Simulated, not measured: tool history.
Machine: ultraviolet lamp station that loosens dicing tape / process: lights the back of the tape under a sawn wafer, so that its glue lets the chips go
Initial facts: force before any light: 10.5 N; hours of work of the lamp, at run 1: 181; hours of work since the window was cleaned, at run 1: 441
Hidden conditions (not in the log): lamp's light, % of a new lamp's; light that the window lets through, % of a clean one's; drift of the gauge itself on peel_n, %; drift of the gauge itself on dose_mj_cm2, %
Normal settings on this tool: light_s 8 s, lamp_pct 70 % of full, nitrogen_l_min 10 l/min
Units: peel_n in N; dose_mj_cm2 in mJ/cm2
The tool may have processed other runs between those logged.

run,hour,light_s,lamp_pct,nitrogen_l_min,hours of work of the lamp,hours of work since the window was cleaned,peel_n,dose_mj_cm2
1,0,8,70,10,181,441,0.501,351
2,19.5,8,70,10,195,456,0.498,345
3,40,8,70,6,210,471,0.741,343
4,54.1,8,70,6,221,482,0.781,337
5,70.9,8,70,10,233,494,0.529,336
6,82.1,8,70,10,242,502,0.549,335
7,96,8,70,10,252,513,0.559,334
8,113.7,5,80,6,265,526,1.557,230
9,123.6,5,80,6,272,533,1.601,233
10,133.5,8,75,10,280,541,0.481,346
11,148.2,8,79,6,291,552,0.651,364
12,163.1,8,76,10,302,563,0.483,344
13,182.5,16,94,14,316,577,0.117,862
14,196,5,93,10,326,587,0.967,263

Forecast each of these 3 alternatives for the next run:
A,214,7,93,19,340,600,?,?
B,214,5,77,10,340,600,?,?
C,214,16,84,6,340,600,?,?

run,peel_n,dose_mj_cm2
A,0.284,363
B,1.41,218
C,0.141,753
Had the tool no hidden state, the same runs would have come out as:
run,peel_n,dose_mj_cm2
A,0.163,468
B,0.82,281
C,0.123,974
